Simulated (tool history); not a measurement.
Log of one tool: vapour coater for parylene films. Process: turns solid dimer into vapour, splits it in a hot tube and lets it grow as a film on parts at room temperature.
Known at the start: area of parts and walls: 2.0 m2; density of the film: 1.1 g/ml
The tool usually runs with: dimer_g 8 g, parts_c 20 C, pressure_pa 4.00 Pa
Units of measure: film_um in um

| run | hour | dimer_g | parts_c | pressure_pa | film_um |
|---|---|---|---|---|---|
| 1 | 0.0 | 8 | 20 | 4.00 | 2.36 |
| 2 | 13.2 | 8 | 20 | 4.00 | 2.32 |
| 3 | 34.5 | 8 | 20 | 4.00 | 2.32 |
| 4 | 55.9 | 8 | 20 | 4.00 | 2.31 |
| 5 | 76.5 | 8 | 20 | 4.00 | 2.31 |
| 6 | 89.4 | 8 | 20 | 4.00 | 2.29 |
| 7 | 99.1 | 8 | 20 | 4.00 | 2.28 |
|  | 102.1 | table's thermometer calibrated |
| 8 | 120.8 | 8 | 20 | 4.00 | 2.25 |
| 9 | 140.4 | 8 | 20 | 4.00 | 2.25 |
|  | 149.3 | table's thermometer calibrated, once more |
| 10 | 154.8 | 8 | 20 | 4.00 | 2.29 |
| 11 | 169.6 | 8 | 20 | 4.00 | 2.22 |
|  | 177.9 | trap's valve overhauled |
| 12 | 192.3 | 8 | 20 | 4.00 | 2.60 |
| 13 | 212.1 | 8 | 20 | 4.00 | 2.60 |
| 14 | 231.5 | 8 | 20 | 4.00 | 2.57 |
| 15 | 247.7 | 8 | 20 | 4.00 | 2.57 |
| 16 | 260.2 | 8 | 20 | 4.00 | 2.59 |
| 17 | 277.2 | 8 | 20 | 4.00 | 2.54 |
| 18 | 291.4 | 3 | 19 | 4.00 | 0.98 |
| 19 | 301.0 | 14 | 20 | 4.00 | 4.42 |
| 20 | 323.1 | 9 | 19 | 5.88 | 2.83 |
| 21 | 341.8 | 7 | 19 | 11.46 | 2.05 |
| 22 | 352.1 | 10 | 18 | 4.73 | 3.26 |
| 23 | 363.8 | 4 | 16 | 5.03 | 1.40 |
| 24 | 382.3 | 4 | 16 | 5.03 | 1.37 |
| 25 | 400.3 | 7 | 20 | 4.00 | 2.13 |

What if the next run were any one of these 3? Each begins from the tool's condition after run 25:
| A | 414.8 | 7 | 30 | 5.67 | ? |
| B | 414.8 | 7 | 20 | 2.07 | ? |
| C | 414.8 | 8 | 20 | 3.89 | ? |

| run | film_um |
|---|---|
| A | 1.51 |
| B | 2.27 |
| C | 2.42 |
With the hidden condition removed and each run's random variation left untouched, the same runs would have given:
| run | film_um |
|---|---|
| A | 1.63 |
| B | 2.45 |
| C | 2.61 |
